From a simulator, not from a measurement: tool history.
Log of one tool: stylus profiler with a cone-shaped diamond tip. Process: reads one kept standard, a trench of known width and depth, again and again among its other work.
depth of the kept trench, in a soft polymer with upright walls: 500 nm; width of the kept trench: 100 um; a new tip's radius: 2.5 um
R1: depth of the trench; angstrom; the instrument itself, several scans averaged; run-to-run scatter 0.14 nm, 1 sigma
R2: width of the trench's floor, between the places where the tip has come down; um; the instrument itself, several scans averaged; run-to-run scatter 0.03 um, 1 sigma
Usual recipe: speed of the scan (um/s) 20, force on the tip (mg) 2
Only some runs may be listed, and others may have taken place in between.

run 1 day=0 | speed_of_the_scan_(um/s)=20 force_on_the_tip_(mg)=2 | R1=5029.4 R2=96.95
run 2 day=1.662 | speed_of_the_scan_(um/s)=20 force_on_the_tip_(mg)=2 | R1=5030.7 R2=96.98
run 3 day=2.812 | speed_of_the_scan_(um/s)=20 force_on_the_tip_(mg)=0.98 | R1=5020 R2=96.96
run 4 day=4.567 | speed_of_the_scan_(um/s)=20 force_on_the_tip_(mg)=0.98 | R1=5020 R2=96.89
run 5 day=6.279 | speed_of_the_scan_(um/s)=20 force_on_the_tip_(mg)=2 | R1=5030.9 R2=96.96
run 6 day=7.329 | speed_of_the_scan_(um/s)=16 force_on_the_tip_(mg)=2 | R1=5030.6 R2=96.97
run 7 day=8.854 | speed_of_the_scan_(um/s)=20 force_on_the_tip_(mg)=1.25 | R1=5022.8 R2=96.91
run 8 day=9.7 | speed_of_the_scan_(um/s)=20 force_on_the_tip_(mg)=1.25 | R1=5024.2 R2=96.89
run 9 day=11.075 | speed_of_the_scan_(um/s)=20 force_on_the_tip_(mg)=1.25 | R1=5021 R2=96.97
run 10 day=12.8 | speed_of_the_scan_(um/s)=12 force_on_the_tip_(mg)=5.34 | R1=5061.4 R2=96.97
run 11 day=13.717 | speed_of_the_scan_(um/s)=12 force_on_the_tip_(mg)=5.34 | R1=5059.6 R2=96.95

What if the next run were any one of these 3? Each begins from the tool's condition after run 11:
run A day=15.088 | speed_of_the_scan_(um/s)=7 force_on_the_tip_(mg)=1.06 | R1=? R2=?
run B day=15.088 | speed_of_the_scan_(um/s)=11 force_on_the_tip_(mg)=2.81 | R1=? R2=?
run C day=15.088 | speed_of_the_scan_(um/s)=54 force_on_the_tip_(mg)=5.34 | R1=? R2=?

run=A R1=5022.9 R2=96.98
run=B R1=5039.8 R2=97
run=C R1=5059.2 R2=96.93
Without the tool's unlogged condition, the same runs would have read:
run=A R1=5023 R2=96.98
run=B R1=5039.9 R2=97
run=C R1=5059.3 R2=96.93

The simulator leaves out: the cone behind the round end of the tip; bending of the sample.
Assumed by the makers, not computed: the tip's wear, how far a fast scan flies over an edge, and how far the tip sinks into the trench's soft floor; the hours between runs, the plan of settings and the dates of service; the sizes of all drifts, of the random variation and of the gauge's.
